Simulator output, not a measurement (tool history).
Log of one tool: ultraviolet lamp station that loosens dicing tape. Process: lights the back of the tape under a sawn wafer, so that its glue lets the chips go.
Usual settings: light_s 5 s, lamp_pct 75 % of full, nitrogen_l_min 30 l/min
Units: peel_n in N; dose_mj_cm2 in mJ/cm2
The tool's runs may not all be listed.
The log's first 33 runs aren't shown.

Run 34, day 16.483: usual settings but light_s 3 s, lamp_pct 93 % of full, nitrogen_l_min 16 l/min. Result: peel_n 2.015 N, dose_mj_cm2 130 mJ/cm2.
Run 35, day 16.929: usual settings but light_s 3 s, lamp_pct 93 % of full, nitrogen_l_min 16 l/min. Result: peel_n 2.009 N, dose_mj_cm2 136 mJ/cm2.
Run 36, day 17.571: usual settings but lamp_pct 93 % of full, nitrogen_l_min 12 l/min. Result: peel_n 0.896 N, dose_mj_cm2 225 mJ/cm2.
Run 37, day 17.862: usual settings but lamp_pct 65 % of full, nitrogen_l_min 12 l/min. Result: peel_n 1.745 N, dose_mj_cm2 156 mJ/cm2.
Run 38, day 18.296: usual settings but light_s 2 s, lamp_pct 97 % of full, nitrogen_l_min 25 l/min. Result: peel_n 2.915 N, dose_mj_cm2 94 mJ/cm2.
Run 39, day 18.692: usual settings but light_s 2 s, lamp_pct 97 % of full, nitrogen_l_min 25 l/min. Result: peel_n 2.925 N, dose_mj_cm2 93 mJ/cm2.
Run 40, day 19.183: usual settings but light_s 2 s, lamp_pct 71 % of full, nitrogen_l_min 14 l/min. Result: peel_n 4.717 N, dose_mj_cm2 69 mJ/cm2.
Run 41, day 19.779: usual settings but light_s 3 s, nitrogen_l_min 14 l/min. Result: peel_n 2.919 N, dose_mj_cm2 109 mJ/cm2.
Run 42, day 20.129: usual settings but lamp_pct 84 % of full, nitrogen_l_min 14 l/min. Result: peel_n 1.085 N, dose_mj_cm2 204 mJ/cm2.

Forecast each of these 3 alternatives for the next run:
At day 20.292: window cleaned of glue's vapour.
Run A, day 20.55: usual settings but light_s 4 s, nitrogen_l_min 10 l/min. Result: peel_n ?, dose_mj_cm2 ?.
At day 20.292: window cleaned of glue's vapour.
Run B, day 20.55: usual settings but light_s 2 s, lamp_pct 86 % of full, nitrogen_l_min 10 l/min. Result: peel_n ?, dose_mj_cm2 ?.
At day 20.292: window cleaned of glue's vapour.
Run C, day 20.55: usual settings but light_s 4 s, lamp_pct 84 % of full, nitrogen_l_min 14 l/min. Result: peel_n ?, dose_mj_cm2 ?.

run  peel_n  dose_mj_cm2
  A    2.14          150
  B   4.127           86
  C   1.491          171
Without the tool's hidden state the same runs would have given:
run  peel_n  dose_mj_cm2
  A   1.699          173
  B   3.598           99
  C    1.13          196
